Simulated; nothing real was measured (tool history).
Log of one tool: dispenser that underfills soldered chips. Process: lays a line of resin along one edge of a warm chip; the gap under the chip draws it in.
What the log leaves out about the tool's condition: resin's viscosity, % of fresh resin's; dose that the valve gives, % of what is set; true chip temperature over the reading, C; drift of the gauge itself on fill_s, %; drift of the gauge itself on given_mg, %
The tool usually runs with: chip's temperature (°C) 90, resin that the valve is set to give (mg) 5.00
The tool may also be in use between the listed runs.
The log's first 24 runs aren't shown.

run   hour  chip's temperature (°C)  resin that the valve is set to give (mg)  hours of work since the syringe was changed  hours of work since the valve was cleaned  hours of work since the stage was calibrated  time until the resin shows at the far edge (s)  resin that the valve gave (mg)
 25  207.8                       83                                      4.29                                            5                                         97                                           390                                            13.6                            4.13
 26  215.1                       84                                      6.15                                            9                                        102                                           394                                            15.4                            5.91
     216.0  -- new syringe of resin
 27  225.7                       78                                      5.00                                            6                                        108                                           401                                            17.5                            4.78
     231.5  -- new syringe of resin
     236.2  -- dispensing valve cleaned and set on the balance
 28  237.3                       78                                      5.00                                            3                                          1                                           407                                            16.0                            4.98
 29  245.7                       78                                      5.00                                            8                                          6                                           412                                            19.2                            4.98
     248.0  -- new syringe of resin
 30  254.9                       89                                      4.40                                            4                                         11                                           417                                            10.6                            4.37
     263.5  -- new syringe of resin
 31  265.6                       90                                      5.23                                            1                                         17                                           424                                             9.3                            5.16
 32  273.7                       84                                      5.23                                            6                                         22                                           428                                            13.7                            5.17
     279.0  -- new syringe of resin
 33  280.2                       99                                      4.28                                            1                                         26                                           432                                             6.0                            4.22
 34  288.5                       86                                      5.48                                            6                                         31                                           437                                            12.1                            5.39
     294.7  -- new syringe of resin
 35  294.9                       86                                      5.48                                            0                                         35                                           441                                             9.8                            5.41

Predict each of these 5 candidate next runs independently; none follows another, all start after run 35:
  A  304.6                       96                                      5.18                                            6                                         41                                           447                                               ?                               ?
  B  304.6                      102                                      4.97                                            6                                         41                                           447                                               ?                               ?
  C  304.6                       79                                      4.64                                            6                                         41                                           447                                               ?                               ?
  D  304.6                       77                                      6.44                                            6                                         41                                           447                                               ?                               ?
  E  304.6                       84                                      5.37                                            6                                         41                                           447                                               ?                               ?

run  time until the resin shows at the far edge (s)  resin that the valve gave (mg)
  A                                             7.9                            5.11
  B                                             5.8                            4.89
  C                                            17.2                            4.55
  D                                            18.2                            6.33
  E                                            13.5                            5.27
With no hidden state in the tool, these same runs would have given:
run  time until the resin shows at the far edge (s)  resin that the valve gave (mg)
  A                                             5.9                            5.20
  B                                             4.3                            4.97
  C                                            12.7                            4.63
  D                                            13.4                            6.43
  E                                            10.1                            5.36
